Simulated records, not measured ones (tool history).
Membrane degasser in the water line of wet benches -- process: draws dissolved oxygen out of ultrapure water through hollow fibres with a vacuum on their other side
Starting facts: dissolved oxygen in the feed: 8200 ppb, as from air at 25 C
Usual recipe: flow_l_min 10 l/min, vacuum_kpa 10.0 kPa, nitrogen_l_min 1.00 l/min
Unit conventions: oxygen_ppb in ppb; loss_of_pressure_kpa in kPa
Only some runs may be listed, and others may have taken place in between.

Run 1, hour 0.0: usual settings. Result: oxygen_ppb 361.9 ppb, loss_of_pressure_kpa 34.61 kPa.
Run 2, hour 26.0: usual settings. Result: oxygen_ppb 362.3 ppb, loss_of_pressure_kpa 34.86 kPa.
Run 3, hour 58.4: usual settings. Result: oxygen_ppb 358.4 ppb, loss_of_pressure_kpa 34.40 kPa.
Run 4, hour 106.8: usual settings. Result: oxygen_ppb 362.1 ppb, loss_of_pressure_kpa 34.31 kPa.
Run 5, hour 142.1: usual settings. Result: oxygen_ppb 366.2 ppb, loss_of_pressure_kpa 34.64 kPa.
Run 6, hour 202.7: usual settings but vacuum_kpa 14.9 kPa. Result: oxygen_ppb 464.1 ppb, loss_of_pressure_kpa 34.42 kPa.
Run 7, hour 227.8: usual settings but vacuum_kpa 14.9 kPa. Result: oxygen_ppb 461.1 ppb, loss_of_pressure_kpa 34.57 kPa.
Run 8, hour 287.8: usual settings but vacuum_kpa 14.9 kPa. Result: oxygen_ppb 464.6 ppb, loss_of_pressure_kpa 34.71 kPa.
Run 9, hour 339.0: usual settings but vacuum_kpa 14.9 kPa. Result: oxygen_ppb 470.3 ppb, loss_of_pressure_kpa 34.40 kPa.
Run 10, hour 394.7: usual settings but vacuum_kpa 14.9 kPa. Result: oxygen_ppb 464.5 ppb, loss_of_pressure_kpa 34.79 kPa.
Run 11, hour 451.0: usual settings but vacuum_kpa 14.9 kPa. Result: oxygen_ppb 464.6 ppb, loss_of_pressure_kpa 34.66 kPa.
Run 12, hour 482.1: usual settings but vacuum_kpa 24.2 kPa. Result: oxygen_ppb 653.1 ppb, loss_of_pressure_kpa 34.48 kPa.
Run 13, hour 516.3: usual settings but vacuum_kpa 24.2 kPa. Result: oxygen_ppb 669.6 ppb, loss_of_pressure_kpa 34.39 kPa.
Run 14, hour 567.9: usual settings but nitrogen_l_min 0.42 l/min. Result: oxygen_ppb 544.2 ppb, loss_of_pressure_kpa 34.71 kPa.
Run 15, hour 596.3: usual settings but nitrogen_l_min 0.42 l/min. Result: oxygen_ppb 529.7 ppb, loss_of_pressure_kpa 34.18 kPa.
Run 16, hour 622.5: usual settings but nitrogen_l_min 0.42 l/min. Result: oxygen_ppb 533.8 ppb, loss_of_pressure_kpa 34.58 kPa.
Run 17, hour 681.0: usual settings but nitrogen_l_min 0.95 l/min. Result: oxygen_ppb 365.3 ppb, loss_of_pressure_kpa 34.47 kPa.
Run 18, hour 713.7: usual settings but nitrogen_l_min 0.95 l/min. Result: oxygen_ppb 365.5 ppb, loss_of_pressure_kpa 34.70 kPa.
Run 19, hour 738.1: usual settings but nitrogen_l_min 0.95 l/min. Result: oxygen_ppb 368.8 ppb, loss_of_pressure_kpa 34.69 kPa.
Run 20, hour 776.5: usual settings but nitrogen_l_min 0.95 l/min. Result: oxygen_ppb 366.4 ppb, loss_of_pressure_kpa 34.52 kPa.
Run 21, hour 809.9: usual settings but flow_l_min 12 l/min, vacuum_kpa 9.0 kPa, nitrogen_l_min 0.89 l/min. Result: oxygen_ppb 463.0 ppb, loss_of_pressure_kpa 41.51 kPa.
Run 22, hour 841.2: usual settings but flow_l_min 7 l/min, vacuum_kpa 6.2 kPa, nitrogen_l_min 1.08 l/min. Result: oxygen_ppb 138.2 ppb, loss_of_pressure_kpa 24.25 kPa.
Run 23, hour 883.3: usual settings but flow_l_min 12 l/min, vacuum_kpa 15.1 kPa, nitrogen_l_min 2.67 l/min. Result: oxygen_ppb 429.6 ppb, loss_of_pressure_kpa 41.56 kPa.
Run 24, hour 908.9: usual settings but flow_l_min 12 l/min, vacuum_kpa 15.1 kPa, nitrogen_l_min 2.67 l/min. Result: oxygen_ppb 419.9 ppb, loss_of_pressure_kpa 41.13 kPa.
Run 25, hour 941.8: usual settings but vacuum_kpa 11.9 kPa, nitrogen_l_min 0.75 l/min. Result: oxygen_ppb 456.2 ppb, loss_of_pressure_kpa 34.48 kPa.
Run 26, hour 989.4: usual settings but vacuum_kpa 9.6 kPa, nitrogen_l_min 0.86 l/min. Result: oxygen_ppb 370.5 ppb, loss_of_pressure_kpa 34.53 kPa.
Run 27, hour 1040.3: usual settings but flow_l_min 13 l/min, vacuum_kpa 9.6 kPa, nitrogen_l_min 1.06 l/min. Result: oxygen_ppb 523.0 ppb, loss_of_pressure_kpa 44.99 kPa.
Run 28, hour 1073.5: usual settings but flow_l_min 13 l/min, vacuum_kpa 9.6 kPa, nitrogen_l_min 1.06 l/min. Result: oxygen_ppb 518.5 ppb, loss_of_pressure_kpa 45.30 kPa.
Run 29, hour 1118.3: usual settings but flow_l_min 13 l/min, vacuum_kpa 9.6 kPa, nitrogen_l_min 1.06 l/min. Result: oxygen_ppb 517.5 ppb, loss_of_pressure_kpa 44.84 kPa.

Run 30, settings as shown, results not yet in. Your forecast:
Run 30, hour 1164.6: usual settings but flow_l_min 11 l/min, vacuum_kpa 6.4 kPa, nitrogen_l_min 1.89 l/min. Result: oxygen_ppb ?, loss_of_pressure_kpa ?.

oxygen_ppb: 297.6 ppb
loss_of_pressure_kpa: 37.95 kPa
On a tool with no hidden condition, and with the same random variation, this run would have come out at oxygen_ppb 297.3 ppb, loss_of_pressure_kpa 37.94 kPa.

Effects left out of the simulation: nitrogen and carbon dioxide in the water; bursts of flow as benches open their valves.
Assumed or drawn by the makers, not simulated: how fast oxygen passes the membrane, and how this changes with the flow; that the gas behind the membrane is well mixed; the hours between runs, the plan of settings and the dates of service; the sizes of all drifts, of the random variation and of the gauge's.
